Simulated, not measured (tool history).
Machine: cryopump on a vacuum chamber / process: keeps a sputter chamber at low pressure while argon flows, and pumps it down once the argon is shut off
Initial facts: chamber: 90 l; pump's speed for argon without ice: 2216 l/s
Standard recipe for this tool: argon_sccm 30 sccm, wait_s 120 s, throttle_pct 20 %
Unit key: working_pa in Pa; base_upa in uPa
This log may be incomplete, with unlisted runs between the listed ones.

run,day,argon_sccm,wait_s,throttle_pct,working_pa,base_upa
1,0.000,30,120,20,0.1164,1.48
2,1.817,30,120,20,0.1181,1.58
3,3.938,30,120,20,0.1191,1.58
4,5.696,30,120,20,0.1202,1.70
5,6.904,30,120,20,0.1209,1.75
6,9.038,30,120,20,0.1219,1.80
7,11.246,30,120,20,0.1227,1.83
8,12.662,30,120,25,0.1014,1.98
9,14.725,30,120,25,0.1018,1.99
# day 16.112: pump warmed up, emptied and cooled again
10,17.017,30,120,25,0.0923,1.49
11,18.396,45,120,20,0.1741,1.55
12,20.379,45,120,20,0.1733,1.67
13,21.471,45,120,20,0.1758,1.69
14,23.242,45,120,20,0.1764,1.74
15,25.154,49,120,20,0.1919,1.75
# day 26.446: leaking fittings of the chamber tightened, without venting
16,26.575,30,120,20,0.1176,0.45
17,28.383,30,120,20,0.1192,0.51
18,30.350,30,107,52,0.0495,0.57
19,31.846,30,107,52,0.0503,0.53
20,32.904,44,149,20,0.1780,0.49
21,34.350,38,20,26,0.1217,1.90
22,35.700,20,120,24,0.0696,0.63
23,37.258,14,120,20,0.0571,0.68
24,38.854,14,120,20,0.0577,0.67
25,40.117,14,191,22,0.0531,0.62
# day 41.588: pump warmed up, emptied and cooled again
26,41.875,12,119,40,0.0234,0.60
27,43.175,30,103,23,0.1001,0.67
28,44.204,39,103,34,0.0893,0.70
29,45.462,43,25,37,0.0905,1.69
30,47.229,35,25,22,0.1252,1.67
31,48.362,55,120,20,0.2145,0.72
32,49.475,24,238,23,0.0827,0.63
33,50.571,24,238,23,0.0832,0.62

Consider 5 possible next runs. They are alternatives, not a sequence: every one starts from the tool as it was left by run 33. What does each give?
A,52.408,42,42,16,?,?
B,52.408,24,87,20,?,?
C,52.408,18,299,16,?,?
D,52.408,29,238,39,?,?
E,52.408,21,238,39,?,?

run,working_pa,base_upa
A,0.2076,1.31
B,0.0959,0.91
C,0.0885,0.62
D,0.0616,0.66
E,0.0451,0.70
Without the tool's unlogged condition, the same runs would have read:
run,working_pa,base_upa
A,0.2010,0.90
B,0.0921,0.50
C,0.0857,0.22
D,0.0571,0.26
E,0.0418,0.30

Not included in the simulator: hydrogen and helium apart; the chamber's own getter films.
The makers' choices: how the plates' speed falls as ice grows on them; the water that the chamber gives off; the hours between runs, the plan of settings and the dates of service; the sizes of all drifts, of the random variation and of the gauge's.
